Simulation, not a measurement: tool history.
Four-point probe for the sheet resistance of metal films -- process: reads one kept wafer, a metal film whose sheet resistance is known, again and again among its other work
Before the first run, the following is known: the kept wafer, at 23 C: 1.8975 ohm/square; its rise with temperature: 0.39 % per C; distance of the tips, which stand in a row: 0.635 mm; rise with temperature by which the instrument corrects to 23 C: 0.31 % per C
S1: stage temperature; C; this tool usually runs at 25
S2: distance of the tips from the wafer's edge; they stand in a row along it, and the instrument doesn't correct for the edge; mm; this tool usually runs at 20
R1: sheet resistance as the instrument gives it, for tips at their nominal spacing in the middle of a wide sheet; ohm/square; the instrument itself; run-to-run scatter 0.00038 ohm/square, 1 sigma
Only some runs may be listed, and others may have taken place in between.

run     day  S1  S2        R1
  1   0.000  25  20  1.901670
  2   1.088  25  20  1.901573
  3   1.925  25  20  1.902057
  4   2.488  25  20  1.901547
  5   2.967  25  20  1.903110
  6   3.883  25  20  1.902585
  7   4.875  25  20  1.902034
  8   5.583  25  20  1.901865
  9   6.558  19  20  1.893120
 10   7.571  19  20  1.893115
 11   8.162  19  20  1.893020
 12   8.796  19  20  1.892979
 13   9.475  19  20  1.892709
 14   9.962  22  20  1.897866
 15  10.525  22  20  1.896954
 16  11.567  22  20  1.896706
 17  12.625  25   8  1.907078
 18  13.346  25   8  1.907440
 19  14.288  25  20  1.902138
 20  14.975  25  20  1.901411
 21  15.854  25  20  1.902113
 22  16.321  32  51  1.910964
 23  17.167  28  63  1.906202

For run 24, what comes out?
 24  17.929  28   5   ?

Run 24 yielded R1 1.922281 ohm/square.
Had the tool carried no hidden state, the very same run would have given R1 1.921875 ohm/square.
